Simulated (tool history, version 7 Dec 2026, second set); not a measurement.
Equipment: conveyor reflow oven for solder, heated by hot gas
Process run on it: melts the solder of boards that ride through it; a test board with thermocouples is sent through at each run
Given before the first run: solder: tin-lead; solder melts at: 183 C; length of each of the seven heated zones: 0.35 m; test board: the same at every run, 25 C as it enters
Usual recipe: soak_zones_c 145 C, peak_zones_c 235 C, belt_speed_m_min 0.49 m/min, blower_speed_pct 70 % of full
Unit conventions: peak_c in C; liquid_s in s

Run 1, hour 0.0: usual settings. Result: peak_c 218.6 C, liquid_s 69.8 s.
At hour 18.0: flux residue cleaned out of gas plates and filters.
Run 2, hour 19.2: usual settings but blower_speed_pct 81 % of full. Result: peak_c 219.1 C, liquid_s 69.7 s.
Run 3, hour 47.8: usual settings. Result: peak_c 217.5 C, liquid_s 67.4 s.
Run 4, hour 69.0: usual settings. Result: peak_c 217.0 C, liquid_s 67.6 s.
Run 5, hour 92.9: usual settings. Result: peak_c 217.7 C, liquid_s 67.0 s.
Run 6, hour 109.0: usual settings but blower_speed_pct 71 % of full. Result: peak_c 217.9 C, liquid_s 67.5 s.
Run 7, hour 130.0: usual settings but blower_speed_pct 71 % of full. Result: peak_c 217.2 C, liquid_s 67.3 s.
At hour 161.2: flux residue cleaned out of gas plates and filters, once more.
Run 8, hour 164.7: usual settings but blower_speed_pct 71 % of full. Result: peak_c 220.3 C, liquid_s 69.9 s.
Run 9, hour 185.7: usual settings but blower_speed_pct 71 % of full. Result: peak_c 219.2 C, liquid_s 70.8 s.
Run 10, hour 215.9: usual settings but blower_speed_pct 71 % of full. Result: peak_c 219.0 C, liquid_s 70.3 s.
Run 11, hour 244.6: usual settings but blower_speed_pct 71 % of full. Result: peak_c 220.1 C, liquid_s 70.0 s.
Run 12, hour 268.6: usual settings but blower_speed_pct 71 % of full. Result: peak_c 218.7 C, liquid_s 70.6 s.
Run 13, hour 290.7: usual settings but blower_speed_pct 71 % of full. Result: peak_c 219.1 C, liquid_s 69.2 s.
Run 14, hour 306.6: usual settings but soak_zones_c 153 C, blower_speed_pct 71 % of full. Result: peak_c 219.7 C, liquid_s 74.4 s.
Run 15, hour 332.2: usual settings but soak_zones_c 153 C, blower_speed_pct 71 % of full. Result: peak_c 219.5 C, liquid_s 74.3 s.

Run 16 comes next. What will it give?
Run 16, hour 346.4: usual settings but soak_zones_c 153 C, blower_speed_pct 71 % of full. Result: peak_c ?, liquid_s ?.

peak_c: 219.7 C
liquid_s: 72.5 s
If the tool had no hidden condition, the same run with the same run-to-run variation would have returned peak_c 222.0 C, liquid_s 73.1 s.
